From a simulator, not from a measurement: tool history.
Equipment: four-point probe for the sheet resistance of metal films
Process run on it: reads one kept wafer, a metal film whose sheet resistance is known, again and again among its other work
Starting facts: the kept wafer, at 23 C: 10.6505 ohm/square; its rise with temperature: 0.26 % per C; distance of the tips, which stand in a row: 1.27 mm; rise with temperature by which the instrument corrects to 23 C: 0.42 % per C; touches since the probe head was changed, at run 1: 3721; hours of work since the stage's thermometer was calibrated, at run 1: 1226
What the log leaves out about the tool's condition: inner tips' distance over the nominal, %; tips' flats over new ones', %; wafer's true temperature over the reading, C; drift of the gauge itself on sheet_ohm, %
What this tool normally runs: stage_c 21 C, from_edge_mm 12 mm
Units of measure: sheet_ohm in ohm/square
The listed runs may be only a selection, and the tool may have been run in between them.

run,hour,stage_c,from_edge_mm,touches since the probe head was changed,hours of work since the stage's thermometer was calibrated,sheet_ohm
1,0,21,12,3721,1226,10.789447
2,13,21,56,3882,1234,10.725414
3,37.5,21,12,4185,1249,10.783733
4,58.3,21,12,4443,1261,10.787551
5,73.7,21,12,4633,1270,10.785183
6,96.1,21,12,4911,1283,10.783434
7,110,21,12,5083,1292,10.786317
8,127.4,21,12,5299,1302,10.783661
9,151.2,21,12,5595,1316,10.783977
10,170.1,28,12,5828,1327,10.668977
11,191.5,28,12,6094,1340,10.668338
12,216.8,28,12,6407,1355,10.664271
13,241,28,12,6707,1370,10.664945
14,266.2,28,12,7019,1385,10.667365
15,283.2,28,12,7231,1395,10.666938
16,293.8,21,12,7362,1401,10.783474
17,315.4,20,12,7629,1414,10.802687
18,331.4,35,12,7828,1423,10.558862
19,350.4,35,12,8064,1435,10.554462
20,361.2,21,30,8197,1441,10.730194
21,379.6,21,30,8425,1452,10.728546
22,391.8,21,30,8576,1459,10.730043
23,410.8,21,30,8812,1471,10.731802
24,423.3,21,30,8967,1478,10.731017
25,447,21,11,9260,1492,10.797576
26,458.4,28,46,9402,1499,10.606675

Predict the results of run 27:
27,482.8,28,46,9704,1513,?

sheet_ohm: 10.608368 ohm/square
The same run, on a tool lacking any hidden state, would have yielded sheet_ohm 10.573459 ohm/square.
